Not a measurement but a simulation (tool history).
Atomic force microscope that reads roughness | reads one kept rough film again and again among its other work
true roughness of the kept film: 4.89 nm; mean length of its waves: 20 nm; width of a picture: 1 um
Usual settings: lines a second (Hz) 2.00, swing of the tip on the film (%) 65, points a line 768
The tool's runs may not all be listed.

run     day  lines a second (Hz)  swing of the tip on the film (%)  points a line  roughness of the kept film (nm (root mean square))
  1   0.000                 2.00                                65            768                                               3.569
  2   0.592                 2.00                                65            768                                               3.503
  3   1.000                 2.00                                65            768                                               3.497
  4   1.308                 2.00                                65            768                                               3.434
  5   1.754                 1.55                                65            768                                               3.428
  6   2.275                 1.08                                65            768                                               3.402
  7   2.671                 1.08                                65            768                                               3.390
  8   3.121                 1.08                                65            768                                               3.322
  9   3.404                 2.00                                65            768                                               3.212
 10   3.975                 2.00                                65            768                                               3.161
 11   4.396                 2.00                                79            768                                               2.884
 12   4.796                 2.00                                79            768                                               2.874
 13   5.296                 2.00                                79            768                                               2.824
 14   5.733                 2.00                                65            768                                               2.968
 15   6.033                 2.00                                65            415                                               2.924
 16   6.588                 2.00                                65            583                                               2.875
      6.829  -- new tip fitted
 17   7.258                 2.22                                88            863                                               3.109
 18   7.608                 0.99                                79            752                                               3.554
 19   7.904                 0.96                                72            499                                               3.588
 20   8.546                 0.96                                72            499                                               3.491
 21   8.862                 2.11                                72            499                                               3.263
 22   9.321                 0.70                                65            878                                               3.482
 23   9.821                 0.96                                77            331                                               3.265
 24  10.408                 2.00                                61            768                                               3.279
 25  10.708                 1.37                                82            768                                               3.073
 26  11.125                 1.01                                63            731                                               3.284
 27  11.792                 2.65                                63            388                                               3.026
 28  12.112                 1.59                                80            278                                               2.847
 29  12.721                 1.59                                80            278                                               2.792
 30  13.262                 2.80                                68            599                                               2.852
 31  13.654                 2.80                                68            599                                               2.812

Forecast each of these 5 alternatives for the next run:
     14.346  -- new tip fitted
  A  14.346                 2.59                                68            500                                                   ?
     14.346  -- new tip fitted
  B  14.346                 2.80                                58            599                                                   ?
     14.346  -- new tip fitted
  C  14.346                 1.72                                66            418                                                   ?
     14.346  -- new tip fitted
  D  14.346                 1.13                                68            599                                                   ?
     14.346  -- new tip fitted
  E  14.346                 2.58                                63            548                                                   ?

run  roughness of the kept film (nm (root mean square))
  A                                               3.516
  B                                               3.662
  C                                               3.671
  D                                               3.699
  E                                               3.583
Without the tool's hidden state the same runs would have given:
run  roughness of the kept film (nm (root mean square))
  A                                               3.539
  B                                               3.686
  C                                               3.695
  D                                               3.724
  E                                               3.606
